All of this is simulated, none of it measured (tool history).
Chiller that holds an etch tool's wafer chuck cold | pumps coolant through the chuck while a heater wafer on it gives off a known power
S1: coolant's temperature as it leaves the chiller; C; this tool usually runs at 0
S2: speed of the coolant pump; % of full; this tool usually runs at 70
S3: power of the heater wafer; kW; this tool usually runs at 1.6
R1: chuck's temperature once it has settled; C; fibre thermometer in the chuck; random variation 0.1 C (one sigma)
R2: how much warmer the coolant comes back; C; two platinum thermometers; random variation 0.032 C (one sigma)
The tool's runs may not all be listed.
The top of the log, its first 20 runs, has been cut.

run 21 day=49.188 | S1=0 S2=76 S3=1.2 | R1=14 R2=2.81
run 22 day=51.588 | S1=-10 S2=66 S3=1.2 | R1=5.5 R2=3.24
run 23 day=54.008 | S1=-4 S2=70 S3=1.6 | R1=15.8 R2=4.1
run 24 day=56.612 | S1=-7 S2=84 S3=1.405 | R1=8.1 R2=3.02
run 25 day=59.029 | S1=2 S2=68 S3=1.727 | R1=23.8 R2=4.47
run 26 day=61.988 | S1=2 S2=68 S3=1.727 | R1=23.9 R2=4.51
run 27 day=63.804 | S1=-1 S2=65 S3=1.481 | R1=18.4 R2=4.07
run 28 day=66.125 | S1=3 S2=70 S3=1.362 | R1=19.8 R2=3.54
run 29 day=68.2 | S1=3 S2=70 S3=1.362 | R1=19.8 R2=3.53
run 30 day=70.55 | S1=3 S2=70 S3=1.362 | R1=20 R2=3.56
run 31 day=72.025 | S1=3 S2=81 S3=2.308 | R1=28.7 R2=5.02

Alternative continuations, all from the tool just after run 31; predict every row:
run A day=75.079 | S1=0 S2=78 S3=1.6 | R1=? R2=?
run B day=75.079 | S1=3 S2=83 S3=2.308 | R1=? R2=?
run C day=75.079 | S1=-6 S2=81 S3=2.308 | R1=? R2=?
run D day=75.079 | S1=4 S2=64 S3=1.331 | R1=? R2=?
run E day=75.079 | S1=-9 S2=81 S3=2.308 | R1=? R2=?

run=A R1=18 R2=3.71
run=B R1=28.3 R2=5.01
run=C R1=19.7 R2=5.1
run=D R1=21.6 R2=3.73
run=E R1=16.7 R2=5.06
With the hidden condition removed and each run's random variation left untouched, the same runs would have given:
run=A R1=18 R2=3.45
run=B R1=28.3 R2=4.76
run=C R1=19.7 R2=4.84
run=D R1=21.5 R2=3.47
run=E R1=16.7 R2=4.8

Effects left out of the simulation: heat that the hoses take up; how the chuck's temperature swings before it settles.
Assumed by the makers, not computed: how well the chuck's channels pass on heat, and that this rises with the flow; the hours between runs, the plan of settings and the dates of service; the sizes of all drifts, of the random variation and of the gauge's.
